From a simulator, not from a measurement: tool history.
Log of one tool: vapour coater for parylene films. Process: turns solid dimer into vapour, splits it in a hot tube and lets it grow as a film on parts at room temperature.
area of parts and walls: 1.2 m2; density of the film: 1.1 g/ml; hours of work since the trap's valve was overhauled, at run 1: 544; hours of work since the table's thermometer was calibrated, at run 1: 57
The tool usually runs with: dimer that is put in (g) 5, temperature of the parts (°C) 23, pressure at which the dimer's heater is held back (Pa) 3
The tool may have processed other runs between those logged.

run	hour	dimer that is put in (g)	temperature of the parts (°C)	pressure at which the dimer's heater is held back (Pa)	hours of work since the trap's valve was overhauled	hours of work since the table's thermometer was calibrated	thickness of the film (µm)
1	0	5	23	3	544	57	1.98
2	8.4	5	23	3	548	62	1.96
3	17.6	5	23	3	553	66	1.94
4	32.7	5	23	3	561	74	1.96
5	39.7	5	23	3	564	77	1.97
6	50.5	5	23	3	569	83	1.92
# hour 52.5: table's thermometer calibrated
7	63.4	5	23	3	575	5	1.95
# hour 76.6: trap's valve overhauled
8	77.8	5	23	3	1	11	2.3
9	90.3	5	23	11.21	7	17	1.94
# hour 95.7: table's thermometer calibrated, once more
10	103.1	5	23	11.21	13	4	1.92
11	111.2	5	23	11.21	17	8	1.94
12	126.7	5	23	11.21	25	16	2.01
13	139	9	28	9.32	31	22	3.3
14	155.3	9	31	9.32	39	30	3.1
15	170.8	6	23	3	47	38	2.71
16	184.1	3	17	3	53	44	1.48
17	196.4	4	26	2.01	60	50	1.79
18	208.2	8	31	3	65	56	3.17
19	220.5	8	29	3	72	63	3.27
20	234.9	8	35	2.35	79	70	3.04
21	246.2	8	35	2.35	84	75	3.03
22	262.5	3	23	11.25	93	84	1.15

4 options for the next run, each taken on its own from the tool as it stands now. Forecast them:
A	269.9	3	27	3	96	87	?
B	269.9	3	23	3	96	87	?
C	269.9	3	21	3.76	96	87	?
D	269.9	5	23	9.01	96	87	?

run	thickness of the film (µm)
A	1.28
B	1.31
C	1.35
D	2
Without the tool's hidden state the same runs would have given:
run	thickness of the film (µm)
A	1.31
B	1.34
C	1.38
D	2.05
